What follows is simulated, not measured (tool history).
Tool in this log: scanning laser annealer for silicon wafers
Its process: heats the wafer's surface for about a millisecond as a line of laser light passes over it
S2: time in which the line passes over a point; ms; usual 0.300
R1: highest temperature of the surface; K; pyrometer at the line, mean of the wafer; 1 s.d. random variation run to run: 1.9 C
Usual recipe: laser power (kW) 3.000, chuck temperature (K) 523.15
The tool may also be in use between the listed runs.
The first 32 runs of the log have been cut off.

{"run": 33, "hour": 200.3, "laser power (kW)": 3.187, "S2": 0.213, "chuck temperature (K)": 555.15, "R1": 1275.15}
{"run": 34, "hour": 208.2, "laser power (kW)": 3.141, "S2": 0.288, "chuck temperature (K)": 498.15, "R1": 1316.15}
{"run": 35, "hour": 215.2, "laser power (kW)": 3.003, "S2": 0.288, "chuck temperature (K)": 561.15, "R1": 1337.15}
{"run": 36, "hour": 220.6, "laser power (kW)": 2.726, "S2": 0.35, "chuck temperature (K)": 526.15, "R1": 1280.15}
{"run": 37, "hour": 227.1, "laser power (kW)": 2.996, "S2": 0.245, "chuck temperature (K)": 562.15, "R1": 1274.15}
{"run": 38, "hour": 232.0, "laser power (kW)": 3.24, "S2": 0.23, "chuck temperature (K)": 491.15, "R1": 1255.15}
{"run": 39, "hour": 236.6, "laser power (kW)": 3.24, "S2": 0.23, "chuck temperature (K)": 491.15, "R1": 1253.15}
{"run": 40, "hour": 243.4, "laser power (kW)": 3.179, "S2": 0.217, "chuck temperature (K)": 520.15, "R1": 1244.15}
{"run": 41, "hour": 247.7, "laser power (kW)": 3.179, "S2": 0.217, "chuck temperature (K)": 520.15, "R1": 1244.15}

What if the next run were any one of these 4? Each begins from the tool's condition after run 41:
{"run": "A", "hour": 252.2, "laser power (kW)": 3.179, "S2": 0.217, "chuck temperature (K)": 556.15, "R1": "?"}
{"run": "B", "hour": 252.2, "laser power (kW)": 2.646, "S2": 0.3, "chuck temperature (K)": 523.15, "R1": "?"}
{"run": "C", "hour": 252.2, "laser power (kW)": 3.175, "S2": 0.217, "chuck temperature (K)": 520.15, "R1": "?"}
{"run": "D", "hour": 252.2, "laser power (kW)": 2.605, "S2": 0.217, "chuck temperature (K)": 520.15, "R1": "?"}

run=A R1=1281.15
run=B R1=1193.15
run=C R1=1242.15
run=D R1=1082.15
With the hidden condition removed and each run's random variation left untouched, the same runs would have given:
run=A R1=1334.15
run=B R1=1242.15
run=C R1=1295.15
run=D R1=1123.15
